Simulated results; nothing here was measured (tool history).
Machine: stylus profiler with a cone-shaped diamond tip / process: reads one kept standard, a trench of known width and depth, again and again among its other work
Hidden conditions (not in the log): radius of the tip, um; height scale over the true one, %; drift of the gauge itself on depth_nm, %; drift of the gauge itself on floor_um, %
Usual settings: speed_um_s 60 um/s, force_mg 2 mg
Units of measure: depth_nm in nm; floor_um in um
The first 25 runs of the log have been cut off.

run	hour	speed_um_s	force_mg	scans with this tip	hours of work since the height scale was calibrated	depth_nm	floor_um
26	1540.2	60	1.49	11799	1436	200.7	26.74
# hour 1618.7: new tip fitted, height scale calibrated
27	1623.6	60	1.49	30	4	201.75	27.92
28	1711.9	60	1.49	583	71	201.83	27.86
29	1786.1	60	1.49	1048	128	201.68	27.77
30	1862.5	86	1.7	1527	186	201.78	27.64
31	1929.9	86	1.7	1949	237	201.67	27.57
32	1982.1	86	1.7	2275	277	201.69	27.45
33	2056.4	86	1.7	2741	334	201.68	27.46
34	2148.5	156	0.76	3318	404	200.87	26.61
35	2225.6	156	0.76	3801	462	200.88	26.61
36	2309.2	240	3.65	4324	526	202.75	26.89
37	2352.7	71	3.65	4597	559	202.58	27.47
38	2439.1	71	3.65	5138	625	202.88	27.48
39	2491.6	108	1.31	5467	665	201.03	26.99

Expected results for the next run?
40	2547.8	44	0.75	5819	708	?	?

depth_nm: 200.62 nm
floor_um: 27.27 um
Without the tool's hidden state the same run would have given depth_nm 201.07 nm, floor_um 27.91 um.

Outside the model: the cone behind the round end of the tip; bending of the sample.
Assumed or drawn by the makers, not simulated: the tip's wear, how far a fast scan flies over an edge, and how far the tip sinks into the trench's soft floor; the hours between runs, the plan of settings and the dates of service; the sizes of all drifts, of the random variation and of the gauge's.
